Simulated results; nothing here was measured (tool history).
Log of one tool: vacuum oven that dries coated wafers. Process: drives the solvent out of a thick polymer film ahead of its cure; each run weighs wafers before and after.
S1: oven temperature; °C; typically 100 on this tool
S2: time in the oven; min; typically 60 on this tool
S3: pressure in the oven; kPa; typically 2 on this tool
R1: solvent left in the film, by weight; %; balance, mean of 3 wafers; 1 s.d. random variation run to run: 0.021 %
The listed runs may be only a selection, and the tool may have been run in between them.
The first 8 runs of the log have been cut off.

Run 9, hour 103.2: usual settings but S3 1.04 kPa. Result: R1 1.23 %.
Run 10, hour 120.2: usual settings but S1 107 °C. Result: R1 1.06 %.
Run 11, hour 132.4: usual settings but S1 107 °C. Result: R1 1.06 %.
Run 12, hour 151.3: usual settings but S1 107 °C. Result: R1 1.07 %.
Run 13, hour 162.8: usual settings but S1 107 °C. Result: R1 1.08 %.
Run 14, hour 175.7: usual settings but S1 107 °C. Result: R1 1.08 %.
Run 15, hour 188.9: usual settings but S1 107 °C. Result: R1 1.06 %.
Run 16, hour 196.5: usual settings but S3 5.99 kPa. Result: R1 3.89 %.
Run 17, hour 212.7: usual settings but S3 5.99 kPa. Result: R1 3.92 %.
Run 18, hour 231: usual settings but S2 108 min. Result: R1 1.25 %.
Run 19, hour 244.8: usual settings but S2 108 min. Result: R1 1.25 %.
Run 20, hour 256.5: usual settings but S1 111 °C, S3 7.24 kPa. Result: R1 2.9 %.
Run 21, hour 267.7: usual settings but S1 87 °C, S3 1.1 kPa. Result: R1 3.69 %.
Run 22, hour 281: usual settings but S1 87 °C, S3 1.1 kPa. Result: R1 3.62 %.
Run 23, hour 293: usual settings but S1 87 °C, S2 87 min, S3 5.99 kPa. Result: R1 6.47 %.
Run 24, hour 302.2: usual settings but S1 90 °C, S2 104 min, S3 5.99 kPa. Result: R1 5.47 %.
Run 25, hour 310.6: usual settings but S1 108 °C, S2 58 min. Result: R1 1.04 %.
Run 26, hour 323.8: usual settings but S1 108 °C, S2 58 min. Result: R1 1.05 %.
Run 27, hour 341.2: usual settings but S1 90 °C, S2 106 min, S3 1.44 kPa. Result: R1 1.87 %.
Run 28, hour 356: usual settings but S1 90 °C, S2 99 min, S3 1.48 kPa. Result: R1 1.98 %.
Run 29, hour 370.1: usual settings but S1 102 °C, S3 6.01 kPa. Result: R1 3.55 %.
Run 30, hour 384.6: usual settings but S1 99 °C, S2 44 min, S3 1.4 kPa. Result: R1 2.26 %.
Run 31, hour 399.3: usual settings but S2 32 min, S3 7.06 kPa. Result: R1 5.67 %.
Run 32, hour 416: usual settings but S1 99 °C, S2 51 min, S3 7.9 kPa. Result: R1 5.43 %.

Predict the results of run 33:
Run 33, hour 425.1: usual settings but S1 91 °C, S2 37 min. Result: R1 ?.

R1: 4.94 %
Had the tool carried no hidden state, the very same run would have given R1 4.84 %.
